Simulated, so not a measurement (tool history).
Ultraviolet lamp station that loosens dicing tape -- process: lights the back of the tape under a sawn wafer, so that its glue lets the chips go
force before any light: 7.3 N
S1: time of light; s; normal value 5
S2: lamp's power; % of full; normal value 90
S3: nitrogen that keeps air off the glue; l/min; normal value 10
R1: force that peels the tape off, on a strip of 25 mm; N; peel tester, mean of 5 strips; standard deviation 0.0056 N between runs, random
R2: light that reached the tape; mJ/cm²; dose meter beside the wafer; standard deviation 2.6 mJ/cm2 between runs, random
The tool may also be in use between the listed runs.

Run 1, hour 0: usual settings. Result: R1 0.136 N, R2 320 mJ/cm².
Run 2, hour 18.3: usual settings. Result: R1 0.142 N, R2 319 mJ/cm².
Run 3, hour 36.9: usual settings. Result: R1 0.139 N, R2 313 mJ/cm².
Run 4, hour 52.6: usual settings but S1 9 s. Result: R1 0.088 N, R2 558 mJ/cm².
Run 5, hour 64.2: usual settings but S3 7 l/min. Result: R1 0.206 N, R2 314 mJ/cm².
Run 6, hour 73.2: usual settings but S3 7 l/min. Result: R1 0.209 N, R2 307 mJ/cm².
Run 7, hour 86.8: usual settings but S3 7 l/min. Result: R1 0.208 N, R2 309 mJ/cm².
Run 8, hour 103.4: usual settings but S2 69 % of full. Result: R1 0.282 N, R2 240 mJ/cm².
Run 9, hour 120.2: usual settings but S2 69 % of full. Result: R1 0.295 N, R2 234 mJ/cm².
Run 10, hour 131.4: usual settings but S2 69 % of full, S3 19 l/min. Result: R1 0.199 N, R2 236 mJ/cm².
Run 11, hour 144.4: usual settings. Result: R1 0.16 N, R2 302 mJ/cm².
Run 12, hour 157.1: usual settings. Result: R1 0.171 N, R2 300 mJ/cm².
Run 13, hour 173.4: usual settings but S2 98 % of full. Result: R1 0.134 N, R2 324 mJ/cm².
Run 14, hour 188.6: usual settings but S3 4 l/min. Result: R1 0.379 N, R2 298 mJ/cm².
Run 15, hour 207.4: usual settings but S1 8 s, S2 67 % of full, S3 8 l/min. Result: R1 0.143 N, R2 354 mJ/cm².
Run 16, hour 220.9: usual settings but S1 3 s, S2 82 % of full, S3 19 l/min. Result: R1 0.478 N, R2 161 mJ/cm².
Run 17, hour 235.9: usual settings but S1 3 s, S3 12 l/min. Result: R1 0.53 N, R2 179 mJ/cm².
Run 18, hour 245.4: usual settings but S2 62 % of full. Result: R1 0.426 N, R2 201 mJ/cm².
Run 19, hour 257: usual settings but S2 75 % of full, S3 12 l/min. Result: R1 0.245 N, R2 242 mJ/cm².
Run 20, hour 272.2: usual settings but S2 75 % of full, S3 12 l/min. Result: R1 0.23 N, R2 239 mJ/cm².
Run 21, hour 282.3: usual settings but S2 75 % of full, S3 12 l/min. Result: R1 0.25 N, R2 244 mJ/cm².
Run 22, hour 299.8: usual settings but S3 9 l/min. Result: R1 0.215 N, R2 284 mJ/cm².
Run 23, hour 308.6: usual settings but S1 3 s, S2 77 % of full, S3 17 l/min. Result: R1 0.634 N, R2 148 mJ/cm².

Alternative continuations, all from the tool just after run 23; predict every row:
Run A, hour 324.5: usual settings but S1 6 s, S2 77 % of full, S3 19 l/min. Result: R1 ?, R2 ?.
Run B, hour 324.5: usual settings but S3 4 l/min. Result: R1 ?, R2 ?.
Run C, hour 324.5: usual settings but S1 8 s, S2 88 % of full, S3 17 l/min. Result: R1 ?, R2 ?.
Run D, hour 324.5: usual settings but S2 67 % of full, S3 14 l/min. Result: R1 ?, R2 ?.

run     R1   R2
  A  0.115  288
  B  0.435  284
  C   0.08  438
  D  0.305  209
The same runs, with their run-to-run variation unchanged, on a tool lacking any hidden condition would have given:
run     R1   R2
  A  0.089  351
  B  0.268  346
  C  0.077  534
  D  0.187  254
